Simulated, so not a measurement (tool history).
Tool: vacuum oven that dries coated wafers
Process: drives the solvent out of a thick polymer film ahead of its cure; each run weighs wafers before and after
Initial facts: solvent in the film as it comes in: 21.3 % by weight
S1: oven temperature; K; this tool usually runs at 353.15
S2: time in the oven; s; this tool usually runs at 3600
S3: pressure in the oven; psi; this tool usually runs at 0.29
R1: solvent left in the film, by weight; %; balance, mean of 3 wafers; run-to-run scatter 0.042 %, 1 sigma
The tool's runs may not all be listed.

run 1 day=0 | S1=353.15 S2=3600 S3=0.29 | R1=4.1
run 2 day=1.717 | S1=353.15 S2=3600 S3=0.619 | R1=5.91
run 3 day=3.388 | S1=353.15 S2=3600 S3=0.619 | R1=5.95
run 4 day=4.471 | S1=353.15 S2=3600 S3=0.619 | R1=5.95
run 5 day=5.488 | S1=353.15 S2=3600 S3=0.29 | R1=4.09
run 6 day=7.254 | S1=353.15 S2=3060 S3=0.29 | R1=4.85
run 7 day=9.379 | S1=353.15 S2=3600 S3=0.29 | R1=4.09
run 8 day=10.733 | S1=353.15 S2=3600 S3=0.29 | R1=4.06
run 9 day=11.658 | S1=353.15 S2=3600 S3=0.29 | R1=4.04
run 10 day=12.829 | S1=353.15 S2=3600 S3=0.29 | R1=4.06
run 11 day=14.262 | S1=353.15 S2=3600 S3=0.29 | R1=4.04
run 12 day=15.812 | S1=353.15 S2=3600 S3=0.29 | R1=4.06
run 13 day=17.833 | S1=353.15 S2=3600 S3=0.29 | R1=4.1
run 14 day=19.183 | S1=353.15 S2=3600 S3=0.29 | R1=4
run 15 day=20.929 | S1=353.15 S2=3600 S3=0.29 | R1=4.11
run 16 day=22.9 | S1=353.15 S2=3600 S3=0.29 | R1=4.03
run 17 day=24.642 | S1=353.15 S2=3600 S3=0.29 | R1=3.94
run 18 day=25.646 | S1=341.15 S2=1860 S3=0.2 | R1=11.82
run 19 day=27.467 | S1=350.15 S2=2820 S3=0.853 | R1=9.28
run 20 day=29.358 | S1=350.15 S2=2820 S3=0.853 | R1=9.25
run 21 day=31.188 | S1=350.15 S2=2820 S3=0.853 | R1=9.33
run 22 day=33.283 | S1=350.15 S2=2820 S3=0.853 | R1=9.22
run 23 day=35.142 | S1=350.15 S2=2820 S3=0.853 | R1=9.11
run 24 day=36.075 | S1=350.15 S2=2820 S3=0.853 | R1=9.16
run 25 day=37.979 | S1=355.15 S2=3600 S3=0.29 | R1=3.39
run 26 day=39.575 | S1=355.15 S2=3600 S3=0.534 | R1=4.61

Forecast run 27:
run 27 day=40.596 | S1=353.15 S2=3600 S3=1.131 | R1=?

R1: 8.26 %
If the tool had no hidden condition, the same run with the same run-to-run variation would have returned R1 9.35 %.
